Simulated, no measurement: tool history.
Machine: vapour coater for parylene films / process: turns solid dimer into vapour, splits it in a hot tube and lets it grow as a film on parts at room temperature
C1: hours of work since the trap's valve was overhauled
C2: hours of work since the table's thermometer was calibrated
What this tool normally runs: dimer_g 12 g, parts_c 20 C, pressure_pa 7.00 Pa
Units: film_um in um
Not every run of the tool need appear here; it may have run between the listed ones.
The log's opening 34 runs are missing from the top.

Run 35, day 65.583: usual settings but parts_c 24 C, pressure_pa 4.43 Pa; C1 553; C2 164. Result: film_um 1.70 um.
At day 67.429: trap's valve overhauled.
Run 36, day 67.521: usual settings but dimer_g 15 g, parts_c 30 C, pressure_pa 4.43 Pa; C1 1; C2 190. Result: film_um 2.11 um.
Run 37, day 68.879: usual settings but dimer_g 7 g, parts_c 13 C, pressure_pa 5.19 Pa; C1 21; C2 209. Result: film_um 1.41 um.
Run 38, day 71.500: usual settings but pressure_pa 3.26 Pa; C1 59; C2 248. Result: film_um 2.29 um.
Run 39, day 73.988: usual settings but pressure_pa 3.26 Pa; C1 96; C2 284. Result: film_um 2.28 um.
Run 40, day 75.450: usual settings but parts_c 15 C, pressure_pa 3.63 Pa; C1 117; C2 305. Result: film_um 2.46 um.
Run 41, day 77.533: usual settings but dimer_g 8 g, parts_c 27 C, pressure_pa 3.02 Pa; C1 147; C2 335. Result: film_um 1.31 um.
Run 42, day 78.908: usual settings but dimer_g 8 g, parts_c 27 C, pressure_pa 3.02 Pa; C1 167; C2 355. Result: film_um 1.27 um.
Run 43, day 80.583: usual settings but dimer_g 8 g, parts_c 27 C, pressure_pa 3.02 Pa; C1 192; C2 380. Result: film_um 1.27 um.
Run 44, day 81.829: usual settings but dimer_g 8 g, parts_c 27 C, pressure_pa 3.02 Pa; C1 210; C2 398. Result: film_um 1.24 um.

Branching from run 44: 3 alternative next runs. What would each branch give?
Run A, day 83.192: usual settings but dimer_g 10 g, parts_c 17 C, pressure_pa 2.62 Pa; C1 230; C2 418. Result: film_um ?.
Run B, day 83.192: usual settings but parts_c 23 C, pressure_pa 9.99 Pa; C1 230; C2 418. Result: film_um ?.
Run C, day 83.192: usual settings but dimer_g 19 g, pressure_pa 7.12 Pa; C1 230; C2 418. Result: film_um ?.

run  film_um
  A     2.03
  B     1.57
  C     2.89
Take away the tool's hidden state, keep each run's random variation, and the runs would have read:
run  film_um
  A     2.16
  B     1.67
  C     3.08

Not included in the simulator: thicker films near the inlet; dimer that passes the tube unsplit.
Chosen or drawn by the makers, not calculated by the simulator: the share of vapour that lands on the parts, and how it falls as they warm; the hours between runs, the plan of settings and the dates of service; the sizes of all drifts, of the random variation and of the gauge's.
